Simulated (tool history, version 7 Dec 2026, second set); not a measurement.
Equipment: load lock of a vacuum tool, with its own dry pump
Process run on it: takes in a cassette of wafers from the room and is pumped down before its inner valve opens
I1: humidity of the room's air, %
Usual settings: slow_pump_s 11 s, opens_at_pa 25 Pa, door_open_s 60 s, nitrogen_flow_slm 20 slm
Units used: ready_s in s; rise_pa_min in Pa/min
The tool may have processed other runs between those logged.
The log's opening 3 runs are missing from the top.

{"run": 4, "hour": 292.2, "slow_pump_s": 7, "opens_at_pa": 25, "door_open_s": 60, "nitrogen_flow_slm": 20, "I1": 39.6, "ready_s": 18.9, "rise_pa_min": 0.074}
{"run": 5, "hour": 378.8, "slow_pump_s": 7, "opens_at_pa": 25, "door_open_s": 60, "nitrogen_flow_slm": 20, "I1": 44.0, "ready_s": 18.8, "rise_pa_min": 0.074}
{"run": 6, "hour": 470.0, "slow_pump_s": 7, "opens_at_pa": 25, "door_open_s": 60, "nitrogen_flow_slm": 20, "I1": 44.2, "ready_s": 18.7, "rise_pa_min": 0.077}
{"run": 7, "hour": 545.9, "slow_pump_s": 7, "opens_at_pa": 25, "door_open_s": 60, "nitrogen_flow_slm": 20, "I1": 44.2, "ready_s": 18.9, "rise_pa_min": 0.077}
{"run": 8, "hour": 602.5, "slow_pump_s": 7, "opens_at_pa": 25, "door_open_s": 158, "nitrogen_flow_slm": 20, "I1": 46.3, "ready_s": 18.9, "rise_pa_min": 0.113}
{"run": 9, "hour": 731.8, "slow_pump_s": 11, "opens_at_pa": 25, "door_open_s": 60, "nitrogen_flow_slm": 20, "I1": 46.8, "ready_s": 21.7, "rise_pa_min": 0.086}
{"run": 10, "hour": 855.1, "slow_pump_s": 11, "opens_at_pa": 25, "door_open_s": 60, "nitrogen_flow_slm": 20, "I1": 42.0, "ready_s": 21.6, "rise_pa_min": 0.075}
{"run": 11, "hour": 912.4, "slow_pump_s": 17, "opens_at_pa": 25, "door_open_s": 60, "nitrogen_flow_slm": 20, "I1": 43.2, "ready_s": 26.0, "rise_pa_min": 0.08}
{"run": 12, "hour": 981.1, "slow_pump_s": 17, "opens_at_pa": 25, "door_open_s": 60, "nitrogen_flow_slm": 20, "I1": 42.6, "ready_s": 25.9, "rise_pa_min": 0.081}
{"run": 13, "hour": 1082.4, "slow_pump_s": 17, "opens_at_pa": 25, "door_open_s": 60, "nitrogen_flow_slm": 20, "I1": 43.1, "ready_s": 26.3, "rise_pa_min": 0.081}
{"run": 14, "hour": 1195.5, "slow_pump_s": 11, "opens_at_pa": 25, "door_open_s": 60, "nitrogen_flow_slm": 20, "I1": 48.7, "ready_s": 21.7, "rise_pa_min": 0.086}
{"run": 15, "hour": 1301.5, "slow_pump_s": 11, "opens_at_pa": 25, "door_open_s": 60, "nitrogen_flow_slm": 20, "I1": 46.4, "ready_s": 21.8, "rise_pa_min": 0.09}
{"run": 16, "hour": 1378.5, "slow_pump_s": 11, "opens_at_pa": 25, "door_open_s": 60, "nitrogen_flow_slm": 20, "I1": 43.9, "ready_s": 21.5, "rise_pa_min": 0.084}
{"run": 17, "hour": 1438.4, "slow_pump_s": 11, "opens_at_pa": 25, "door_open_s": 60, "nitrogen_flow_slm": 20, "I1": 46.0, "ready_s": 21.8, "rise_pa_min": 0.083}
{"run": 18, "hour": 1516.7, "slow_pump_s": 11, "opens_at_pa": 25, "door_open_s": 60, "nitrogen_flow_slm": 20, "I1": 43.6, "ready_s": 21.8, "rise_pa_min": 0.093}
{"run": 19, "hour": 1634.7, "slow_pump_s": 11, "opens_at_pa": 25, "door_open_s": 60, "nitrogen_flow_slm": 20, "I1": 42.0, "ready_s": 21.6, "rise_pa_min": 0.094}
{"run": 20, "hour": 1743.9, "slow_pump_s": 11, "opens_at_pa": 24, "door_open_s": 61, "nitrogen_flow_slm": 20, "I1": 42.5, "ready_s": 21.9, "rise_pa_min": 0.092}
{"run": 21, "hour": 1870.3, "slow_pump_s": 11, "opens_at_pa": 25, "door_open_s": 95, "nitrogen_flow_slm": 20, "I1": 47.5, "ready_s": 21.6, "rise_pa_min": 0.108}
{"run": 22, "hour": 2004.9, "slow_pump_s": 18, "opens_at_pa": 25, "door_open_s": 35, "nitrogen_flow_slm": 10, "I1": 48.8, "ready_s": 26.8, "rise_pa_min": 0.092}
{"run": 23, "hour": 2081.2, "slow_pump_s": 19, "opens_at_pa": 25, "door_open_s": 35, "nitrogen_flow_slm": 38, "I1": 46.5, "ready_s": 27.6, "rise_pa_min": 0.085}
{"run": 24, "hour": 2200.0, "slow_pump_s": 19, "opens_at_pa": 25, "door_open_s": 35, "nitrogen_flow_slm": 38, "I1": 44.6, "ready_s": 27.5, "rise_pa_min": 0.086}
{"run": 25, "hour": 2286.7, "slow_pump_s": 19, "opens_at_pa": 22, "door_open_s": 148, "nitrogen_flow_slm": 5, "I1": 46.7, "ready_s": 27.9, "rise_pa_min": 0.179}

The next listed run, before its measurement:
{"run": 26, "hour": 2393.1, "slow_pump_s": 11, "opens_at_pa": 27, "door_open_s": 60, "nitrogen_flow_slm": 20, "I1": 42.0, "ready_s": "?", "rise_pa_min": "?"}

ready_s: 21.5 s
rise_pa_min: 0.093 Pa/min
With no hidden state in the tool, this same run would have given ready_s 21.2 s, rise_pa_min 0.034 Pa/min.

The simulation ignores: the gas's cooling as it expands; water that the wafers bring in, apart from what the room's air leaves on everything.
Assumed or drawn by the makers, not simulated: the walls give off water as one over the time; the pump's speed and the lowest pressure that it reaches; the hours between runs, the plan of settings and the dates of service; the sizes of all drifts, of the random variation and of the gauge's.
